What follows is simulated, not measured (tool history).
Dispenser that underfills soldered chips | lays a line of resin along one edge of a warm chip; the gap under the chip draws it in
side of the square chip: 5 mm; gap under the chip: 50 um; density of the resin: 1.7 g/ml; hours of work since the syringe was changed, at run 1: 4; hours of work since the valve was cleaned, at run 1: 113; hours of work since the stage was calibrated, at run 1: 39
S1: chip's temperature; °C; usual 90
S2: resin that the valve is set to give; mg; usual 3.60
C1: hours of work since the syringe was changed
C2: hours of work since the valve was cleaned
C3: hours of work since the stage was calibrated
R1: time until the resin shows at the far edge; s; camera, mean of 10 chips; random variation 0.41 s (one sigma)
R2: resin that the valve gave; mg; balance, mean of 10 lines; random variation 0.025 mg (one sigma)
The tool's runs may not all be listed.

run    day  S1    S2  C1   C2  C3    R1    R2
  1  0.000  90  3.60   4  113  39  35.5  3.36
  2  0.192  90  3.60   7  116  43  43.1  3.38
     0.325  -- new syringe of resin
  3  0.379  90  3.60   1  119  46  29.5  3.39
  4  0.525  90  3.60   3  122  48  35.4  3.37
  5  0.692  90  4.24   6  125  51  41.6  3.94
  6  0.775  90  3.78   8  126  52  45.1  3.50
     0.858  -- new syringe of resin
  7  0.879  90  3.78   0  128  54  30.0  3.57
     1.033  -- dispensing valve cleaned and set on the balance
  8  1.042  90  3.78   3    0  56  33.1  3.74
  9  1.158  90  3.78   5    2  58  37.5  3.76
 10  1.258  90  3.78   6    4  60  41.1  3.72
 11  1.388  91  3.78   8    6  62  46.6  3.78
     1.425  -- new syringe of resin
 12  1.508  75  3.60   1    8  64  55.7  3.52
 13  1.592  85  3.60   3    9  65  41.3  3.56
 14  1.708  85  3.60   5   11  67  47.7  3.56
 15  1.812  85  3.60   7   13  69  51.4  3.53
     1.950  -- new syringe of resin
 16  1.967  82  3.52   0   16  72  38.7  3.49
 17  2.133  87  3.68   3   19  75  37.0  3.63
 18  2.221  90  4.67   5   20  76  36.0  4.57
 19  2.308  90  4.67   6   22  78  39.2  4.63
     2.483  -- new syringe of resin
 20  2.496  90  4.67   0   25  81  28.2  4.61
 21  2.650  87  4.06   3   27  83  36.7  3.97
 22  2.779  93  4.04   5   30  86  33.4  3.97
 23  2.900  88  3.53   7   32  88  45.4  3.49
     3.017  -- new syringe of resin
 24  3.096  93  3.53   1   35  91  27.5  3.45
 25  3.238  92  3.52   4   37  93  33.3  3.42

3 ways to go on from here, each from the tool as it stands after run 25. What would each give?
  A  3.425  100  4.42   7  41  97   ?   ?
  B  3.425   85  3.60   7  41  97   ?   ?
  C  3.425   80  4.48   7  41  97   ?   ?

run    R1    R2
  A  29.3  4.37
  B  52.2  3.51
  C  61.5  4.33
Without the tool's hidden state the same runs would have given:
run    R1    R2
  A  19.2  4.47
  B  34.4  3.59
  C  40.5  4.43
